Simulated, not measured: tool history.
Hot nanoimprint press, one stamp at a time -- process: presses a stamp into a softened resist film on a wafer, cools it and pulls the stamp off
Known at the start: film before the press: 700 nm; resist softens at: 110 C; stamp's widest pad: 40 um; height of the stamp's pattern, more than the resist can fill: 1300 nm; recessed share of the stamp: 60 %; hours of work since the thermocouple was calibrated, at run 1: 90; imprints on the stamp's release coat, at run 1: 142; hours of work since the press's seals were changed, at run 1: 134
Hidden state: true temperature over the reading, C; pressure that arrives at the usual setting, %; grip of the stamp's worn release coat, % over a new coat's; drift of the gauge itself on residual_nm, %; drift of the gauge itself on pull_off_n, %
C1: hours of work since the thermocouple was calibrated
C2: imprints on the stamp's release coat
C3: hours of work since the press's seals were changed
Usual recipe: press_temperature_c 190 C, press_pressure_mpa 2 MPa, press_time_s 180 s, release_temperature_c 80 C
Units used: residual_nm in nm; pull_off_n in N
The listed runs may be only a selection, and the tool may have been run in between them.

{"run": 1, "hour": 0.0, "press_temperature_c": 190, "press_pressure_mpa": 2, "press_time_s": 180, "release_temperature_c": 80, "C1": 90, "C2": 142, "C3": 134, "residual_nm": 285.5, "pull_off_n": 248}
{"run": 2, "hour": 50.0, "press_temperature_c": 186, "press_pressure_mpa": 2, "press_time_s": 180, "release_temperature_c": 80, "C1": 111, "C2": 213, "C3": 155, "residual_nm": 325.6, "pull_off_n": 263}
{"run": 3, "hour": 117.5, "press_temperature_c": 186, "press_pressure_mpa": 2, "press_time_s": 180, "release_temperature_c": 68, "C1": 138, "C2": 310, "C3": 182, "residual_nm": 323.7, "pull_off_n": 314}
{"run": 4, "hour": 154.6, "press_temperature_c": 186, "press_pressure_mpa": 2, "press_time_s": 216, "release_temperature_c": 68, "C1": 153, "C2": 363, "C3": 197, "residual_nm": 310.5, "pull_off_n": 316}
{"run": 5, "hour": 191.7, "press_temperature_c": 186, "press_pressure_mpa": 2, "press_time_s": 216, "release_temperature_c": 68, "C1": 168, "C2": 416, "C3": 212, "residual_nm": 309.8, "pull_off_n": 314}
{"run": 6, "hour": 250.5, "press_temperature_c": 190, "press_pressure_mpa": 2, "press_time_s": 180, "release_temperature_c": 80, "C1": 192, "C2": 501, "C3": 236, "residual_nm": 293.8, "pull_off_n": 268}
{"run": 7, "hour": 319.9, "press_temperature_c": 190, "press_pressure_mpa": 2, "press_time_s": 180, "release_temperature_c": 80, "C1": 220, "C2": 600, "C3": 264, "residual_nm": 296.4, "pull_off_n": 267}
{"run": 8, "hour": 372.9, "press_temperature_c": 190, "press_pressure_mpa": 2, "press_time_s": 180, "release_temperature_c": 80, "C1": 242, "C2": 676, "C3": 286, "residual_nm": 293.1, "pull_off_n": 283}
{"run": 9, "hour": 411.8, "press_temperature_c": 190, "press_pressure_mpa": 2, "press_time_s": 180, "release_temperature_c": 80, "C1": 258, "C2": 732, "C3": 302, "residual_nm": 294.0, "pull_off_n": 289}
{"hour": 430.7, "done": "stamp cleaned and given a new release coat"}
{"run": 10, "hour": 451.6, "press_temperature_c": 190, "press_pressure_mpa": 2, "press_time_s": 180, "release_temperature_c": 80, "C1": 271, "C2": 30, "C3": 315, "residual_nm": 294.9, "pull_off_n": 230}
{"run": 11, "hour": 507.2, "press_temperature_c": 187, "press_pressure_mpa": 2, "press_time_s": 145, "release_temperature_c": 80, "C1": 294, "C2": 110, "C3": 338, "residual_nm": 351.7, "pull_off_n": 245}

Expected results for the next run?
{"run": 12, "hour": 550.6, "press_temperature_c": 187, "press_pressure_mpa": 2, "press_time_s": 145, "release_temperature_c": 80, "C1": 311, "C2": 172, "C3": 356, "residual_nm": "?", "pull_off_n": "?"}

Logged for run 12: residual_nm 354.3 nm, pull_off_n 242 N.
If the tool had no hidden condition, the same run with the same run-to-run variation would have returned residual_nm 340.6 nm, pull_off_n 227 N.

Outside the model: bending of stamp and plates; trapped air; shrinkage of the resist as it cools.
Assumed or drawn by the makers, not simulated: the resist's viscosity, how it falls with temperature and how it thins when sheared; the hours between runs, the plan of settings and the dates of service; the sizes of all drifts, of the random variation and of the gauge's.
